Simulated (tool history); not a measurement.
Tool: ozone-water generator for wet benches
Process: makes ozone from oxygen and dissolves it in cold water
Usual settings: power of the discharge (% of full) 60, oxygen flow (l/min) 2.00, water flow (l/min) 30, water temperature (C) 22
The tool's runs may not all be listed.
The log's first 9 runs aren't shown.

run,day,power of the discharge (% of full),oxygen flow (l/min),water flow (l/min),water temperature (C),dissolved ozone (ppm),ozone in the gas ahead of the water (g/m3)
10,10.312,47,3.11,30,22,6.66,147.7
11,11.792,60,2.00,30,22,6.92,216.5
12,12.800,60,2.00,30,22,6.97,214.9
13,13.438,60,2.00,30,22,7.02,214.3
14,14.342,60,2.00,30,22,6.99,215.2
# day 14.712: gauge calibrated
15,15.717,60,2.00,30,22,7.10,220.7
16,16.667,60,2.00,30,19,7.10,219.0
17,18.054,42,2.36,30,14,6.14,158.1
18,19.508,52,1.27,30,14,5.39,248.2
19,20.921,60,3.07,30,22,8.00,179.8
20,22.154,60,3.07,30,22,7.92,175.8
21,23.483,60,3.07,30,22,7.86,177.9
22,24.458,73,2.00,31,18,7.95,248.2
23,25.088,76,1.96,31,25,7.64,258.2
24,25.912,54,1.30,30,22,5.45,244.0
25,27.217,93,2.35,30,21,10.00,269.8
26,28.696,67,2.35,27,21,8.82,215.7
27,29.554,67,2.35,27,21,8.84,215.7
28,30.608,60,1.85,37,22,5.41,222.2
29,31.229,71,1.85,37,22,6.15,248.8
30,32.183,71,1.85,37,22,6.13,249.8
31,33.338,86,1.46,26,14,9.79,316.2
32,34.708,86,1.46,26,14,9.64,316.6

Forecast each of these 4 alternatives for the next run:
A,35.896,63,1.46,20,15,?,?
B,35.896,52,2.00,30,15,?,?
C,35.896,66,2.64,31,22,?,?
D,35.896,60,2.58,30,22,?,?

run,dissolved ozone (ppm),ozone in the gas ahead of the water (g/m3)
A,10.14,255.4
B,6.47,191.9
C,7.79,197.9
D,7.48,186.9
Without the tool's hidden state the same runs would have given:
run,dissolved ozone (ppm),ozone in the gas ahead of the water (g/m3)
A,10.15,266.5
B,6.47,200.3
C,7.80,206.5
D,7.48,195.0

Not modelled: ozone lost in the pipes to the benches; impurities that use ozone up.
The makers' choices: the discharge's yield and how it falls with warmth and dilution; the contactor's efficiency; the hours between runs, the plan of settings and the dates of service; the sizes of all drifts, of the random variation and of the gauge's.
